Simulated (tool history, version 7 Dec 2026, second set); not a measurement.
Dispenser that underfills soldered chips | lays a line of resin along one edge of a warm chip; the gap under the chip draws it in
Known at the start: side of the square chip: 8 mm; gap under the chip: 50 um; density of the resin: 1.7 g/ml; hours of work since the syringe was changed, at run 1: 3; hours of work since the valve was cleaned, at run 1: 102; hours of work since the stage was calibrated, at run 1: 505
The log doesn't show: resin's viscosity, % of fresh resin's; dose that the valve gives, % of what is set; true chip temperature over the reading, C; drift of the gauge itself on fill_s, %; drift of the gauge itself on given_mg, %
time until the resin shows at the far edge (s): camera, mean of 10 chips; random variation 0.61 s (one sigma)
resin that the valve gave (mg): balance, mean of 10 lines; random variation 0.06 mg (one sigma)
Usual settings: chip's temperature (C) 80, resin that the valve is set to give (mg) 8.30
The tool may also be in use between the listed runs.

| run | hour | chip's temperature (C) | resin that the valve is set to give (mg) | hours of work since the syringe was changed | hours of work since the valve was cleaned | hours of work since the stage was calibrated | time until the resin shows at the far edge (s) | resin that the valve gave (mg) |
|---|---|---|---|---|---|---|---|---|
| 1 | 0.0 | 80 | 8.30 | 3 | 102 | 505 | 73.7 | 7.95 |
|  | 8.1 | new syringe of resin |
|  | 10.6 | dispensing valve cleaned and set on the balance |
| 2 | 14.9 | 80 | 8.30 | 4 | 3 | 515 | 80.3 | 8.30 |
|  | 21.8 | new syringe of resin |
| 3 | 25.3 | 80 | 8.30 | 3 | 10 | 522 | 75.3 | 8.23 |
| 4 | 32.9 | 80 | 8.30 | 8 | 16 | 528 | 97.4 | 8.21 |
|  | 34.5 | new syringe of resin |
| 5 | 44.4 | 80 | 8.30 | 7 | 24 | 536 | 91.1 | 8.14 |
|  | 47.0 | new syringe of resin |
| 6 | 55.3 | 80 | 8.30 | 6 | 32 | 544 | 86.2 | 8.18 |
|  | 60.0 | new syringe of resin |
| 7 | 71.0 | 80 | 8.30 | 8 | 43 | 555 | 96.2 | 8.12 |
|  | 72.8 | new syringe of resin |
| 8 | 81.9 | 80 | 8.30 | 7 | 51 | 562 | 88.4 | 8.06 |
|  | 85.4 | new syringe of resin |
|  | 98.0 | new syringe of resin |
| 9 | 98.6 | 80 | 8.30 | 0 | 63 | 574 | 68.2 | 8.02 |
| 10 | 105.8 | 80 | 8.30 | 6 | 68 | 579 | 85.3 | 7.91 |
|  | 110.7 | new syringe of resin |
| 11 | 120.9 | 80 | 8.30 | 7 | 79 | 590 | 90.9 | 7.93 |
|  | 123.2 | new syringe of resin |
|  | 135.2 | new syringe of resin |
| 12 | 135.2 | 80 | 8.30 | 0 | 89 | 600 | 66.7 | 8.02 |
| 13 | 146.2 | 80 | 7.25 | 8 | 97 | 608 | 99.7 | 6.88 |
|  | 147.9 | new syringe of resin |
|  | 159.9 | new syringe of resin |
| 14 | 160.6 | 80 | 8.54 | 1 | 107 | 618 | 68.0 | 7.99 |
|  | 165.5 | dispensing valve cleaned and set on the balance |
|  | 173.9 | new syringe of resin |
| 15 | 176.0 | 80 | 8.54 | 1 | 7 | 628 | 71.5 | 8.60 |
| 16 | 183.5 | 80 | 8.30 | 7 | 13 | 634 | 93.7 | 8.28 |
|  | 186.8 | new syringe of resin |
|  | 198.8 | new syringe of resin |
| 17 | 199.9 | 84 | 8.30 | 1 | 24 | 645 | 58.2 | 8.17 |
| 18 | 210.2 | 84 | 8.30 | 8 | 32 | 653 | 83.0 | 8.16 |
|  | 211.5 | new syringe of resin |
|  | 223.9 | new syringe of resin |
| 19 | 224.5 | 84 | 8.30 | 0 | 42 | 663 | 58.0 | 8.14 |
| 20 | 234.6 | 85 | 7.19 | 8 | 49 | 670 | 78.8 | 6.96 |
|  | 236.2 | new syringe of resin |
|  | 248.7 | new syringe of resin |
| 21 | 248.8 | 85 | 8.57 | 0 | 59 | 680 | 54.8 | 8.23 |
|  | 261.3 | new syringe of resin |
| 22 | 264.9 | 85 | 8.57 | 3 | 71 | 692 | 63.0 | 8.28 |
|  | 273.9 | new syringe of resin |
| 23 | 275.3 | 86 | 8.05 | 1 | 78 | 699 | 56.3 | 7.62 |
|  | 286.0 | new syringe of resin |
| 24 | 287.2 | 92 | 10.21 | 1 | 86 | 707 | 40.4 | 9.76 |
| 25 | 295.9 | 82 | 10.41 | 7 | 93 | 714 | 83.3 | 9.86 |
|  | 299.0 | new syringe of resin |
| 26 | 306.5 | 80 | 8.87 | 5 | 100 | 721 | 88.9 | 8.40 |
|  | 311.6 | new syringe of resin |
|  | 319.5 | dispensing valve cleaned and set on the balance |
| 27 | 322.7 | 76 | 9.45 | 7 | 2 | 732 | 114.6 | 9.52 |
|  | 325.8 | new syringe of resin |
| 28 | 333.9 | 89 | 9.09 | 6 | 10 | 740 | 59.5 | 9.09 |
|  | 337.7 | new syringe of resin |
| 29 | 345.3 | 82 | 9.30 | 6 | 18 | 748 | 81.0 | 9.25 |
|  | 349.7 | new syringe of resin |
|  | 362.1 | new syringe of resin |
| 30 | 363.4 | 78 | 7.72 | 1 | 31 | 761 | 82.2 | 7.57 |
| 31 | 370.5 | 78 | 7.72 | 6 | 36 | 766 | 105.9 | 7.58 |
|  | 374.8 | new syringe of resin |
| 32 | 384.6 | 91 | 10.20 | 7 | 46 | 776 | 59.0 | 9.99 |
|  | 386.9 | new syringe of resin |
| 33 | 397.3 | 79 | 8.35 | 8 | 55 | 785 | 109.4 | 8.18 |
|  | 400.2 | new syringe of resin |
|  | 408.3 | stage's temperature calibrated |
| 34 | 410.9 | 79 | 8.35 | 7 | 64 | 2 | 76.1 | 8.06 |

Forecast each of these 3 alternatives for the next run:
|  | 413.9 | new syringe of resin |
| A | 425.3 | 72 | 10.17 | 8 | 75 | 12 | ? | ? |
|  | 413.9 | new syringe of resin |
| B | 425.3 | 80 | 9.80 | 8 | 75 | 12 | ? | ? |
|  | 413.9 | new syringe of resin |
| C | 425.3 | 94 | 8.52 | 8 | 75 | 12 | ? | ? |

| run | time until the resin shows at the far edge (s) | resin that the valve gave (mg) |
|---|---|---|
| A | 110.8 | 9.84 |
| B | 77.6 | 9.43 |
| C | 42.8 | 8.22 |
Without the tool's hidden state the same runs would have given:
| run | time until the resin shows at the far edge (s) | resin that the valve gave (mg) |
|---|---|---|
| A | 75.5 | 10.23 |
| B | 52.7 | 9.80 |
| C | 28.8 | 8.55 |
